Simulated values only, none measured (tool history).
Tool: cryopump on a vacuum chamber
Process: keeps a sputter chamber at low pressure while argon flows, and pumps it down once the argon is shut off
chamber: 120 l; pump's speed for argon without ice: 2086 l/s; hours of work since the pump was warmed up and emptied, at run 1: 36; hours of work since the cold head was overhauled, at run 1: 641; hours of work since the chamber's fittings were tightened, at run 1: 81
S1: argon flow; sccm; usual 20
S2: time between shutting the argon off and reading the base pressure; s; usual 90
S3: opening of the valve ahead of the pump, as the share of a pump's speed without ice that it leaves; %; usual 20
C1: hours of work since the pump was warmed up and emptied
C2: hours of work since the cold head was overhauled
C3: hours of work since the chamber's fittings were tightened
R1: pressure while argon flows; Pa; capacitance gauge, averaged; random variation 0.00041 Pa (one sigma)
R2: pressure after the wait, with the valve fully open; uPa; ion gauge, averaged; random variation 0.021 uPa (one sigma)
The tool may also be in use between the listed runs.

run    hour  S1   S2  S3   C1    C2   C3      R1    R2
  1     0.0  20   90  20   36   641   81  0.0821  0.52
  2    25.7  20   90  20   52   657   96  0.0820  0.56
  3    53.7  20   90  20   69   674  113  0.0816  0.56
  4    89.5  20   90  20   90   695  135  0.0828  0.59
  5   117.0  20   90  20  107   712  151  0.0822  0.57
  6   154.8  20   90  19  129   735  174  0.0866  0.55
  7   175.4  20   90  19  142   747  187  0.0867  0.54
  8   199.2  30   90  20  156   761  201  0.1242  0.56
  9   230.6  20   90  20  175   780  220  0.0830  0.56
 10   258.8  20   90  20  192   797  237  0.0816  0.59
 11   285.2  20   90  20  208   813  253  0.0833  0.62
 12   307.2  20   90  20  221   826  266  0.0834  0.59
 13   330.4  20   90  20  235   840  280  0.0831  0.55
 14   368.0  20   90  20  258   863  303  0.0837  0.61
 15   399.7  20   90  20  277   882  322  0.0833  0.61
 16   419.0  20   90  20  289   894  333  0.0842  0.63
 17   459.4  20   25  20  313   918  358  0.0839  1.52
 18   494.6  32   25  20  334   939  379  0.1359  1.56
 19   516.9  31   63  48  348   953  392  0.0584  0.77
 20   544.9   9  229  20  364   970  409  0.0377  0.46
 21   576.9   9  229  20  384   989  428  0.0386  0.42
 22   604.1  22   38  21  400  1005  445  0.0899  1.08
 23   632.2  14  198  27  417  1022  462  0.0447  0.47
 24   657.9  14  198  43  432  1038  477  0.0295  0.49
 25   688.5  36  159  57  451  1056  496  0.0602  0.50
 26   731.2  39  159  57  477  1082  521  0.0667  0.53
 27   775.9  39  159  57  503  1109  548  0.0669  0.53
 28   810.9  39  144  22  525  1130  569  0.1556  0.53
 29   853.8  12   20  20  550  1156  595  0.0527  1.92
 30   879.6  20  131  46  566  1171  611  0.0420  0.62
      919.9  -- pump warmed up, emptied and cooled again
 31   926.6   8  298  46    4  1196  636  0.0137  0.42
 32   948.1  13   89  21   17  1209  649  0.0502  0.60
 33   987.3   8   90  16   41  1233  672  0.0406  0.63
 34  1028.9  29   28  16   66  1258  698  0.1477  1.43

Forecast each of these 4 alternatives for the next run:
  A  1060.1  23   54  49  84  1277  716   ?   ?
  B  1060.1  10   56  51  84  1277  716   ?   ?
  C  1060.1  11  226  25  84  1277  716   ?   ?
  D  1060.1  35   24  18  84  1277  716   ?   ?

run      R1    R2
  A  0.0394  0.88
  B  0.0166  0.84
  C  0.0364  0.43
  D  0.1602  1.64
Without the tool's hidden state the same runs would have given:
run      R1    R2
  A  0.0382  0.74
  B  0.0161  0.69
  C  0.0358  0.29
  D  0.1584  1.49

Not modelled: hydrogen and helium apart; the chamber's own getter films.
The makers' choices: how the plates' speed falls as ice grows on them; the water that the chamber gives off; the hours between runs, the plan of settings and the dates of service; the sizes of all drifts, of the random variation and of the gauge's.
